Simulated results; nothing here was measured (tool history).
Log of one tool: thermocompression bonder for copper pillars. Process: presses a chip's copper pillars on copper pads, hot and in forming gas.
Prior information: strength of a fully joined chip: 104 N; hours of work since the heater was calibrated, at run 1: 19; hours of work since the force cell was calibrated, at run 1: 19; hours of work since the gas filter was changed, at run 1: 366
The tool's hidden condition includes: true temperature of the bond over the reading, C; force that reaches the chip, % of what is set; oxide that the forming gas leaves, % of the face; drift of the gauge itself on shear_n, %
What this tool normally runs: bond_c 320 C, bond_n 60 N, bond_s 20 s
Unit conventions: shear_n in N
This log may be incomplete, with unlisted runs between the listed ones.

run,hour,bond_c,bond_n,bond_s,hours of work since the heater was calibrated,hours of work since the force cell was calibrated,hours of work since the gas filter was changed,shear_n
1,0.0,320,60,20,19,19,366,39.3
# hour 6.1: forming gas filter changed
2,10.3,320,60,20,25,25,3,39.5
3,23.5,320,60,20,35,35,12,39.6
4,36.1,320,60,20,43,43,21,39.7
5,45.0,320,60,20,49,49,27,39.6
6,56.7,320,60,20,57,57,35,39.5
7,68.5,320,60,20,66,66,43,39.5
8,81.2,296,44,26,74,74,52,28.1
9,92.1,313,42,21,82,82,59,30.7
10,101.5,313,42,21,88,88,66,30.3
11,110.3,313,42,21,95,95,72,30.3
12,120.8,349,42,36,102,102,79,53.0
13,127.6,349,42,36,106,106,84,52.8

What if the next run were any one of these 4? Each begins from the tool's condition after run 13:
A,139.1,306,61,13,114,114,92,?
B,139.1,349,50,28,114,114,92,?
C,139.1,293,42,36,114,114,92,?
D,139.1,345,42,24,114,114,92,?

run,shear_n
A,28.8
B,52.9
C,30.2
D,44.3
With the hidden condition removed and each run's random variation left untouched, the same runs would have given:
run,shear_n
A,28.8
B,52.9
C,30.2
D,44.3
